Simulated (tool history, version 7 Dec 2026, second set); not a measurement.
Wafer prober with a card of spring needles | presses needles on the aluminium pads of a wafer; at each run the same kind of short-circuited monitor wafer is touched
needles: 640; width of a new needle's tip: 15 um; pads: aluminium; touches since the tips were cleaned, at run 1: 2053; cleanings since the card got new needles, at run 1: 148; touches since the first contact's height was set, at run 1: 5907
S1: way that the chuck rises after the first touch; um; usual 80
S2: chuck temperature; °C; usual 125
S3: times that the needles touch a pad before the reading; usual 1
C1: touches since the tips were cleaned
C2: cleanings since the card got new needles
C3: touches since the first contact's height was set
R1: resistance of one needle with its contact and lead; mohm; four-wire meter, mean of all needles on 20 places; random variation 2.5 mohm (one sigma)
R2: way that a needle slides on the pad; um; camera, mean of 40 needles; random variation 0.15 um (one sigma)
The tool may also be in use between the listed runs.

| run | hour | S1 | S2 | S3 | C1 | C2 | C3 | R1 | R2 |
|---|---|---|---|---|---|---|---|---|---|
| 1 | 0.0 | 80 | 125 | 1 | 2053 | 148 | 5907 | 286 | 20.95 |
|  | 1.3 | tips cleaned on abrasive film |
|  | 6.0 | tips cleaned on abrasive film |
|  | 10.8 | tips cleaned on abrasive film |
| 2 | 15.1 | 80 | 125 | 2 | 2037 | 151 | 12898 | 286 | 20.77 |
|  | 16.3 | tips cleaned on abrasive film |
|  | 21.1 | tips cleaned on abrasive film |
|  | 25.9 | tips cleaned on abrasive film |
|  | 30.6 | tips cleaned on abrasive film |
|  | 35.4 | tips cleaned on abrasive film |
| 3 | 38.0 | 80 | 125 | 1 | 1253 | 156 | 23510 | 288 | 20.79 |
|  | 40.4 | tips cleaned on abrasive film |
|  | 45.2 | tips cleaned on abrasive film |
|  | 50.0 | tips cleaned on abrasive film |
| 4 | 53.2 | 80 | 125 | 1 | 1520 | 159 | 30537 | 289 | 20.87 |
|  | 55.6 | tips cleaned on abrasive film |
|  | 60.3 | tips cleaned on abrasive film |
|  | 65.1 | tips cleaned on abrasive film |
|  | 71.0 | tips cleaned on abrasive film |
| 5 | 72.0 | 80 | 125 | 1 | 489 | 163 | 39282 | 283 | 20.77 |
|  | 76.8 | tips cleaned on abrasive film |
|  | 81.6 | tips cleaned on abrasive film |
| 6 | 84.6 | 80 | 125 | 1 | 1433 | 165 | 45119 | 287 | 20.52 |
|  | 87.0 | tips cleaned on abrasive film |
|  | 91.8 | tips cleaned on abrasive film |
|  | 96.5 | tips cleaned on abrasive film |
|  | 101.3 | tips cleaned on abrasive film |
|  | 106.0 | tips cleaned on abrasive film |
| 7 | 109.1 | 80 | 125 | 1 | 1439 | 170 | 56468 | 290 | 20.66 |
|  | 111.5 | tips cleaned on abrasive film |
|  | 116.3 | tips cleaned on abrasive film |
|  | 121.0 | tips cleaned on abrasive film |
|  | 126.9 | tips cleaned on abrasive film |
|  | 132.8 | tips cleaned on abrasive film |
| 8 | 133.6 | 80 | 125 | 1 | 332 | 175 | 67810 | 288 | 20.86 |
|  | 138.3 | tips cleaned on abrasive film |
|  | 144.2 | tips cleaned on abrasive film |
|  | 149.0 | tips cleaned on abrasive film |
|  | 153.7 | tips cleaned on abrasive film |
|  | 158.5 | tips cleaned on abrasive film |
| 9 | 161.0 | 80 | 26 | 1 | 1176 | 180 | 80544 | 262 | 20.73 |
|  | 163.4 | tips cleaned on abrasive film |
|  | 169.3 | tips cleaned on abrasive film |
|  | 175.2 | tips cleaned on abrasive film |
| 10 | 175.2 | 69 | 125 | 1 | 21 | 183 | 87156 | 288 | 17.91 |
|  | 181.1 | tips cleaned on abrasive film |
|  | 187.0 | tips cleaned on abrasive film |
| 11 | 187.1 | 69 | 125 | 1 | 22 | 185 | 92659 | 292 | 18.07 |
|  | 191.8 | tips cleaned on abrasive film |
|  | 196.6 | tips cleaned on abrasive film |
|  | 201.3 | tips cleaned on abrasive film |
|  | 206.1 | tips cleaned on abrasive film |
|  | 210.9 | tips cleaned on abrasive film |
| 12 | 211.6 | 69 | 125 | 1 | 338 | 190 | 104010 | 285 | 18.00 |
|  | 216.3 | tips cleaned on abrasive film |
|  | 221.1 | tips cleaned on abrasive film |
|  | 227.0 | tips cleaned on abrasive film |
|  | 231.8 | tips cleaned on abrasive film |
|  | 236.5 | tips cleaned on abrasive film |
| 13 | 239.6 | 69 | 125 | 1 | 1457 | 195 | 117027 | 290 | 17.51 |
|  | 242.0 | tips cleaned on abrasive film |
|  | 247.9 | tips cleaned on abrasive film |
|  | 252.7 | tips cleaned on abrasive film |
|  | 257.4 | tips cleaned on abrasive film |
|  | 263.3 | tips cleaned on abrasive film |
| 14 | 267.5 | 62 | 62 | 2 | 1949 | 200 | 129976 | 274 | 16.21 |
|  | 268.7 | tips cleaned on abrasive film |
|  | 273.5 | tips cleaned on abrasive film |
|  | 278.2 | tips cleaned on abrasive film |
|  | 283.3 | tips cleaned on abrasive film |
| 15 | 283.3 | 62 | 62 | 2 | 0 | 204 | 137292 | 270 | 15.82 |
|  | 288.1 | tips cleaned on abrasive film |
|  | 292.8 | tips cleaned on abrasive film |
|  | 298.8 | tips cleaned on abrasive film |
|  | 304.7 | tips cleaned on abrasive film |
|  | 309.6 | tips cleaned on abrasive film |
| 16 | 309.6 | 62 | 48 | 2 | 0 | 209 | 149471 | 267 | 15.82 |
|  | 314.3 | tips cleaned on abrasive film |
|  | 319.1 | tips cleaned on abrasive film |
|  | 325.0 | tips cleaned on abrasive film |
|  | 329.8 | tips cleaned on abrasive film |
| 17 | 331.2 | 96 | 64 | 1 | 670 | 213 | 159503 | 271 | 24.57 |
|  | 334.8 | tips cleaned on abrasive film |
|  | 339.5 | tips cleaned on abrasive film |
|  | 344.3 | tips cleaned on abrasive film |
|  | 350.2 | tips cleaned on abrasive film |
| 18 | 350.4 | 80 | 72 | 1 | 96 | 217 | 168407 | 274 | 20.52 |
|  | 355.1 | tips cleaned on abrasive film |
|  | 359.9 | tips cleaned on abrasive film |
|  | 364.8 | height of the first contact set anew |
|  | 366.1 | tips cleaned on abrasive film |
|  | 370.8 | tips cleaned on abrasive film |
| 19 | 372.8 | 80 | 36 | 1 | 910 | 221 | 3663 | 265 | 20.69 |
|  | 376.4 | tips cleaned on abrasive film |
|  | 381.1 | tips cleaned on abrasive film |
|  | 385.9 | tips cleaned on abrasive film |
|  | 390.6 | tips cleaned on abrasive film |
|  | 396.5 | tips cleaned on abrasive film |
| 20 | 400.9 | 80 | 33 | 1 | 2053 | 226 | 16725 | 261 | 20.58 |
|  | 402.1 | tips cleaned on abrasive film |
|  | 406.9 | tips cleaned on abrasive film |
|  | 412.8 | tips cleaned on abrasive film |
|  | 418.7 | tips cleaned on abrasive film |
| 21 | 420.9 | 68 | 93 | 1 | 1007 | 230 | 25990 | 279 | 17.59 |
|  | 424.5 | tips cleaned on abrasive film |
|  | 429.2 | tips cleaned on abrasive film |
|  | 435.1 | tips cleaned on abrasive film |
|  | 439.8 | tips cleaned on abrasive film |
| 22 | 442.6 | 90 | 125 | 1 | 1284 | 234 | 36067 | 284 | 23.70 |
|  | 445.0 | tips cleaned on abrasive film |
|  | 449.7 | tips cleaned on abrasive film |
|  | 454.5 | tips cleaned on abrasive film |
|  | 459.3 | tips cleaned on abrasive film |
|  | 465.2 | tips cleaned on abrasive film |
| 23 | 466.0 | 61 | 48 | 2 | 375 | 239 | 46902 | 263 | 15.55 |
|  | 470.7 | tips cleaned on abrasive film |
|  | 476.6 | tips cleaned on abrasive film |
|  | 481.4 | tips cleaned on abrasive film |
|  | 486.1 | tips cleaned on abrasive film |
|  | 492.0 | tips cleaned on abrasive film |
| 24 | 493.9 | 64 | 31 | 1 | 915 | 244 | 59900 | 259 | 16.44 |
|  | 497.5 | tips cleaned on abrasive film |
|  | 502.3 | tips cleaned on abrasive film |
|  | 507.0 | tips cleaned on abrasive film |
|  | 511.8 | tips cleaned on abrasive film |
|  | 517.6 | tips cleaned on abrasive film |
| 25 | 517.6 | 78 | 99 | 1 | 0 | 249 | 70871 | 279 | 20.53 |

Hidden state at the last listed run before each entry between runs and at the first one after, where it differs:
Between runs 1 and 2: tips cleaned on abrasive film (hour 1.3); tips cleaned on abrasive film (hour 6.0); tips cleaned on abrasive film (hour 10.8)
  debris on the tips, nm: 2.9 -> 2.8; way that the needles fall short of the set height, um: 0 -> 0.01; tips' diameter, um: 15.07 -> 15.08
Between runs 2 and 3: tips cleaned on abrasive film (hour 16.3); tips cleaned on abrasive film (hour 21.1); tips cleaned on abrasive film (hour 25.9); tips cleaned on abrasive film (hour 30.6); tips cleaned on abrasive film (hour 35.4)
  debris on the tips, nm: 2.8 -> 2.4
Between runs 3 and 4: tips cleaned on abrasive film (hour 40.4); tips cleaned on abrasive film (hour 45.2); tips cleaned on abrasive film (hour 50.0)
  debris on the tips, nm: 2.4 -> 2.5; way that the needles fall short of the set height, um: 0.01 -> 0.02
Between runs 4 and 5: tips cleaned on abrasive film (hour 55.6); tips cleaned on abrasive film (hour 60.3); tips cleaned on abrasive film (hour 65.1); tips cleaned on abrasive film (hour 71.0)
  debris on the tips, nm: 2.5 -> 1.2; way that the needles fall short of the set height, um: 0.02 -> 0.03
Between runs 5 and 6: tips cleaned on abrasive film (hour 76.8); tips cleaned on abrasive film (hour 81.6)
  debris on the tips, nm: 1.2 -> 2.3
Between runs 6 and 7: tips cleaned on abrasive film (hour 87.0); tips cleaned on abrasive film (hour 91.8); tips cleaned on abrasive film (hour 96.5); tips cleaned on abrasive film (hour 101.3); tips cleaned on abrasive film (hour 106.0)
  way that the needles fall short of the set height, um: 0.03 -> 0.04; tips' diameter, um: 15.08 -> 15.09
Between runs 7 and 8: tips cleaned on abrasive film (hour 111.5); tips cleaned on abrasive film (hour 116.3); tips cleaned on abrasive film (hour 121.0); tips cleaned on abrasive film (hour 126.9); tips cleaned on abrasive film (hour 132.8)
  debris on the tips, nm: 2.3 -> 1.1
Between runs 8 and 9: tips cleaned on abrasive film (hour 138.3); tips cleaned on abrasive film (hour 144.2); tips cleaned on abrasive film (hour 149.0); tips cleaned on abrasive film (hour 153.7); tips cleaned on abrasive film (hour 158.5)
  debris on the tips, nm: 1.1 -> 2.2; way that the needles fall short of the set height, um: 0.04 -> 0.05
Between runs 9 and 10: tips cleaned on abrasive film (hour 163.4); tips cleaned on abrasive film (hour 169.3); tips cleaned on abrasive film (hour 175.2)
  debris on the tips, nm: 2.2 -> 0.4; way that the needles fall short of the set height, um: 0.05 -> 0.06
Between runs 10 and 11: tips cleaned on abrasive film (hour 181.1); tips cleaned on abrasive film (hour 187.0)
  debris on the tips, nm: 0.4 -> 0.3
Between runs 11 and 12: tips cleaned on abrasive film (hour 191.8); tips cleaned on abrasive film (hour 196.6); tips cleaned on abrasive film (hour 201.3); tips cleaned on abrasive film (hour 206.1); tips cleaned on abrasive film (hour 210.9)
  debris on the tips, nm: 0.3 -> 0.7; way that the needles fall short of the set height, um: 0.06 -> 0.07; tips' diameter, um: 15.09 -> 15.1
Between runs 12 and 13: tips cleaned on abrasive film (hour 216.3); tips cleaned on abrasive film (hour 221.1); tips cleaned on abrasive film (hour 227.0); tips cleaned on abrasive film (hour 231.8); tips cleaned on abrasive film (hour 236.5)
  debris on the tips, nm: 0.7 -> 2.3
Between runs 13 and 14: tips cleaned on abrasive film (hour 242.0); tips cleaned on abrasive film (hour 247.9); tips cleaned on abrasive film (hour 252.7); tips cleaned on abrasive film (hour 257.4); tips cleaned on abrasive film (hour 263.3)
  debris on the tips, nm: 2.3 -> 2.8; way that the needles fall short of the set height, um: 0.07 -> 0.08
Between runs 14 and 15: tips cleaned on abrasive film (hour 268.7); tips cleaned on abrasive film (hour 273.5); tips cleaned on abrasive film (hour 278.2); tips cleaned on abrasive film (hour 283.3)
  debris on the tips, nm: 2.8 -> 0.3
Between runs 15 and 16: tips cleaned on abrasive film (hour 288.1); tips cleaned on abrasive film (hour 292.8); tips cleaned on abrasive film (hour 298.8); tips cleaned on abrasive film (hour 304.7); tips cleaned on abrasive film (hour 309.6)
  debris on the tips, nm: 0.3 -> 0.2; way that the needles fall short of the set height, um: 0.08 -> 0.09; tips' diameter, um: 15.1 -> 15.11
Between runs 16 and 17: tips cleaned on abrasive film (hour 314.3); tips cleaned on abrasive film (hour 319.1); tips cleaned on abrasive film (hour 325.0); tips cleaned on abrasive film (hour 329.8)
  debris on the tips, nm: 0.2 -> 1.4; way that the needles fall short of the set height, um: 0.09 -> 0.1
Between runs 17 and 18: tips cleaned on abrasive film (hour 334.8); tips cleaned on abrasive film (hour 339.5); tips cleaned on abrasive film (hour 344.3); tips cleaned on abrasive film (hour 350.2)
  debris on the tips, nm: 1.4 -> 0.4
Between runs 18 and 19: tips cleaned on abrasive film (hour 355.1); tips cleaned on abrasive film (hour 359.9); height of the first contact set anew (hour 364.8); tips cleaned on abrasive film (hour 366.1); tips cleaned on abrasive film (hour 370.8)
  debris on the tips, nm: 0.4 -> 1.9; way that the needles fall short of the set height, um: 0.1 -> 0
Between runs 19 and 20: tips cleaned on abrasive film (hour 376.4); tips cleaned on abrasive film (hour 381.1); tips cleaned on abrasive film (hour 385.9); tips cleaned on abrasive film (hour 390.6); tips cleaned on abrasive film (hour 396.5)
  debris on the tips, nm: 1.9 -> 2.8; way that the needles fall short of the set height, um: 0 -> 0.01
Between runs 20 and 21: tips cleaned on abrasive film (hour 402.1); tips cleaned on abrasive film (hour 406.9); tips cleaned on abrasive film (hour 412.8); tips cleaned on abrasive film (hour 418.7)
  debris on the tips, nm: 2.8 -> 1.9; way that the needles fall short of the set height, um: 0.01 -> 0.02; tips' diameter, um: 15.11 -> 15.12
Between runs 21 and 22: tips cleaned on abrasive film (hour 424.5); tips cleaned on abrasive film (hour 429.2); tips cleaned on abrasive film (hour 435.1); tips cleaned on abrasive film (hour 439.8)
  debris on the tips, nm: 1.9 -> 2.4
Between runs 22 and 23: tips cleaned on abrasive film (hour 445.0); tips cleaned on abrasive film (hour 449.7); tips cleaned on abrasive film (hour 454.5); tips cleaned on abrasive film (hour 459.3); tips cleaned on abrasive film (hour 465.2)
  debris on the tips, nm: 2.4 -> 1.2; way that the needles fall short of the set height, um: 0.02 -> 0.03
Between runs 23 and 24: tips cleaned on abrasive film (hour 470.7); tips cleaned on abrasive film (hour 476.6); tips cleaned on abrasive film (hour 481.4); tips cleaned on abrasive film (hour 486.1); tips cleaned on abrasive film (hour 492.0)
  debris on the tips, nm: 1.2 -> 1.9; way that the needles fall short of the set height, um: 0.03 -> 0.04
Between runs 24 and 25: tips cleaned on abrasive film (hour 497.5); tips cleaned on abrasive film (hour 502.3); tips cleaned on abrasive film (hour 507.0); tips cleaned on abrasive film (hour 511.8); tips cleaned on abrasive film (hour 517.6)
  debris on the tips, nm: 1.9 -> 0.3; tips' diameter, um: 15.12 -> 15.13

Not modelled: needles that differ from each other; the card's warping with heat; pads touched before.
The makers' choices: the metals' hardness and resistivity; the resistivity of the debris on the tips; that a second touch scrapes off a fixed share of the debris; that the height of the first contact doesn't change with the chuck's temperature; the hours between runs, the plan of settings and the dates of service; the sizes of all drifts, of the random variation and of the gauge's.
